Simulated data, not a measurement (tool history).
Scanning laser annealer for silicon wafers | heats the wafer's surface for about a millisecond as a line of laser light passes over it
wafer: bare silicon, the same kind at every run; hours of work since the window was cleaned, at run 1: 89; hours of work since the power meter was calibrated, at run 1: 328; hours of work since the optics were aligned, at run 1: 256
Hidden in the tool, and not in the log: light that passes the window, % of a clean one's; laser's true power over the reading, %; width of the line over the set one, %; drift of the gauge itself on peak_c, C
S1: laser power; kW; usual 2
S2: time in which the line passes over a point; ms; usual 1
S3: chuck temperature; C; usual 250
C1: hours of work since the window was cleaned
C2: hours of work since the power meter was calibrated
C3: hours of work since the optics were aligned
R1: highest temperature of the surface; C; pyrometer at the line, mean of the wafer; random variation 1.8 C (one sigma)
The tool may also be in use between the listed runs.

run,day,S1,S2,S3,C1,C2,C3,R1
1,0,2,1,250,89,328,256,986
2,1.479,2,1,250,106,346,274,985
3,2.542,1.793,1,250,119,359,286,910
4,3.979,2,1.03,250,136,376,304,995
5,4.762,2,1.03,250,146,385,313,995
6,6.142,2,1.03,250,162,402,329,998
7,7.071,2,1.03,250,173,413,341,994
8,8.562,2,1.04,250,191,431,358,999
9,9.925,1.893,0.93,250,207,447,375,916
10,10.65,1.893,0.86,250,216,456,383,889
11,12.192,1.893,1.03,233,234,474,402,937
12,13.633,1.893,1.03,233,251,491,419,937
13,14.496,1.857,0.85,218,262,502,429,838
14,16.117,2,0.71,250,281,521,449,853
15,17.296,2,0.71,250,295,535,463,857

Some steps in R1 between neighbouring runs. How much of each would the tool show without its hidden state too (settings, what came in, random variation), and how much is left for the hidden state, with any gauge scatter that isn't in both results?
Run 10 -> 11: S2 0.86 -> 1.03, S3 250 -> 233. R1 +48 C: hidden state -2, all else +50.
Run 12 -> 13: S1 1.893 -> 1.857, S2 1.03 -> 0.85, S3 233 -> 218. R1 -99 C: hidden state +1, all else -100.
